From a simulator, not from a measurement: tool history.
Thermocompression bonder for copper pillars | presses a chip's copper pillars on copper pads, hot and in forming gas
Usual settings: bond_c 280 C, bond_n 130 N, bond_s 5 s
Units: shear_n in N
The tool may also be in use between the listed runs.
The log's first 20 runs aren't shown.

run	hour	bond_c	bond_n	bond_s	shear_n
21	892.4	280	79	5	52.9
22	936.7	254	126	4	44.5
23	968.6	254	126	4	44.7
24	1002.1	254	126	4	44.7
25	1029.3	280	158	5	85.8
26	1075.2	282	165	5	91.2
# hour 1090.7: forming gas filter changed
27	1130.3	259	163	9	79.5
28	1164.9	280	88	4	53.3
29	1205.7	280	88	3	46.7
30	1265	280	88	3	47.6
31	1303.6	280	88	3	47.8
32	1354.4	280	88	3	47.1
33	1382.1	254	110	3	35
34	1409.4	301	104	15	114.3
35	1448.5	284	130	5	81.3
36	1509.6	305	139	9	118.9
37	1552.6	280	94	5	60.4

4 ways to go on from here, each from the tool as it stands after run 37. What would each give?
A	1615.2	280	143	5	?
B	1615.2	253	119	12	?
C	1615.2	303	179	14	?
D	1615.2	269	169	3	?

run	shear_n
A	82.9
B	64.1
C	132.6
D	65.6
Without the tool's hidden state the same runs would have given:
run	shear_n
A	82.8
B	63.9
C	132.5
D	65.5

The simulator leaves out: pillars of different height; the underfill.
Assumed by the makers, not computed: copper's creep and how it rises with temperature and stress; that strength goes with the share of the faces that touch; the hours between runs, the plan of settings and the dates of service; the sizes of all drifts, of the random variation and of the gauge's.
